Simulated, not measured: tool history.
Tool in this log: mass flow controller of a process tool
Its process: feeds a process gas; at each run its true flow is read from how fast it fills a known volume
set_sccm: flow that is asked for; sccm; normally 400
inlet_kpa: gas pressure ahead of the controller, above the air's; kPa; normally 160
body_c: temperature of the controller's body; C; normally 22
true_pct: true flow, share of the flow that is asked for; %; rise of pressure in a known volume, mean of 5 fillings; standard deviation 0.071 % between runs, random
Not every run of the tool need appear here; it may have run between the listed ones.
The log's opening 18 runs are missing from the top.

run,hour,set_sccm,inlet_kpa,body_c,hours of work since the controller was set to zero,hours of work since the controller was changed,true_pct
19,4899.3,232,213,22,1846,1846,98.53
20,5133.3,237,213,22,2016,2016,98.30
21,5418.8,400,160,38,2225,2225,96.95
22,5693.3,137,180,30,2425,2425,97.27
23,6042.3,206,262,35,2680,2680,96.86
24,6307.8,206,262,35,2874,2874,96.85
25,6574.2,206,262,35,3068,3068,96.95
26,6949.1,597,148,22,3342,3342,98.32
27,7142.1,400,163,34,3483,3483,96.85
28,7345.0,129,169,24,3631,3631,97.64

Expected results for the next run?
29,7602.9,507,257,25,3819,3819,?

true_pct: 98.02 %
Were there no unlogged condition in the tool, this run, its random variation unchanged, would have produced true_pct 99.46 %.
